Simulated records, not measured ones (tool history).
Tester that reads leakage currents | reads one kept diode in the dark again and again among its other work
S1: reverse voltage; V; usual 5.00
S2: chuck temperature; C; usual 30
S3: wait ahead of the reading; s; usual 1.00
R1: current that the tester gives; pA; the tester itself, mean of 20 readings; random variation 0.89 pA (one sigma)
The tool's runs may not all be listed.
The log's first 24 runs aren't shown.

run 25 hour=746.9 | S1=4.38 S2=30 S3=0.80 | R1=286.31
-- hour=766.6 chuck's temperature calibrated
run 26 hour=792.2 | S1=4.38 S2=30 S3=0.80 | R1=284.65
run 27 hour=819.3 | S1=8.95 S2=30 S3=8.34 | R1=356.04
run 28 hour=841.8 | S1=4.67 S2=30 S3=1.37 | R1=290.09
run 29 hour=884.5 | S1=4.67 S2=30 S3=1.37 | R1=290.25
run 30 hour=911.2 | S1=1.12 S2=31 S3=1.56 | R1=197.86
run 31 hour=950.6 | S1=12.99 S2=40 S3=2.11 | R1=995.25
run 32 hour=987.1 | S1=5.84 S2=32 S3=0.31 | R1=380.32
run 33 hour=1023.3 | S1=5.84 S2=32 S3=0.31 | R1=381.04
run 34 hour=1063.0 | S1=3.28 S2=51 S3=0.74 | R1=1600.27
run 35 hour=1098.1 | S1=4.82 S2=27 S3=0.70 | R1=221.32
run 36 hour=1127.9 | S1=2.53 S2=55 S3=5.01 | R1=2019.18
run 37 hour=1164.5 | S1=5.00 S2=26 S3=1.35 | R1=203.94
run 38 hour=1187.9 | S1=5.00 S2=46 S3=1.35 | R1=1214.96
run 39 hour=1209.5 | S1=5.00 S2=52 S3=0.92 | R1=1991.54
run 40 hour=1234.7 | S1=3.02 S2=28 S3=9.23 | R1=207.86

Forecast each of these 4 alternatives for the next run:
run A hour=1276.9 | S1=6.09 S2=30 S3=1.00 | R1=?
run B hour=1276.9 | S1=9.04 S2=28 S3=0.90 | R1=?
run C hour=1276.9 | S1=5.00 S2=30 S3=0.87 | R1=?
run D hour=1276.9 | S1=5.00 S2=50 S3=1.00 | R1=?

run=A R1=317.53
run=B R1=301.58
run=C R1=296.31
run=D R1=1686.33
Without the tool's hidden state the same runs would have given:
run=A R1=317.41
run=B R1=301.45
run=C R1=296.20
run=D R1=1685.92
